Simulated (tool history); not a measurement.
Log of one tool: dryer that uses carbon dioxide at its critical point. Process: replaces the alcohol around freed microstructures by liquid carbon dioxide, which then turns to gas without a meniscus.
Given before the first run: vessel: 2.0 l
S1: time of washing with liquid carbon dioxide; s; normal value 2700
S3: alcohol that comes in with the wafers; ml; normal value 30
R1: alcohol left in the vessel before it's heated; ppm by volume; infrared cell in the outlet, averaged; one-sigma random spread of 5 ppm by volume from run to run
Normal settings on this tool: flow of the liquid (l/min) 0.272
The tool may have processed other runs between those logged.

run 1 hour=0 | S1=2700 flow_of_the_liquid_(l/min)=0.272 S3=30 | R1=145
run 2 hour=29.4 | S1=2700 flow_of_the_liquid_(l/min)=0.272 S3=30 | R1=142
run 3 hour=71.2 | S1=2700 flow_of_the_liquid_(l/min)=0.272 S3=30 | R1=152
run 4 hour=105 | S1=2700 flow_of_the_liquid_(l/min)=0.272 S3=30 | R1=160
run 5 hour=144.3 | S1=2700 flow_of_the_liquid_(l/min)=0.272 S3=30 | R1=166
run 6 hour=184 | S1=2700 flow_of_the_liquid_(l/min)=0.272 S3=30 | R1=177
run 7 hour=225.8 | S1=3540 flow_of_the_liquid_(l/min)=0.272 S3=30 | R1=142
run 8 hour=252.2 | S1=2700 flow_of_the_liquid_(l/min)=0.272 S3=30 | R1=199
-- hour=278.4 inlet filter changed
run 9 hour=294.3 | S1=2700 flow_of_the_liquid_(l/min)=0.272 S3=30 | R1=191
run 10 hour=335.3 | S1=2700 flow_of_the_liquid_(l/min)=0.222 S3=30 | R1=260
run 11 hour=376 | S1=2700 flow_of_the_liquid_(l/min)=0.222 S3=30 | R1=266
run 12 hour=396.2 | S1=2700 flow_of_the_liquid_(l/min)=0.272 S3=30 | R1=201
run 13 hour=422.9 | S1=2700 flow_of_the_liquid_(l/min)=0.202 S3=30 | R1=352
run 14 hour=447.8 | S1=2700 flow_of_the_liquid_(l/min)=0.272 S3=30 | R1=214

Run 15 comes next. What will it give?
run 15 hour=464.8 | S1=2700 flow_of_the_liquid_(l/min)=0.272 S3=30 | R1=?

R1: 224 ppm by volume
The same run, on a tool lacking any hidden state, would have yielded R1 43 ppm by volume.
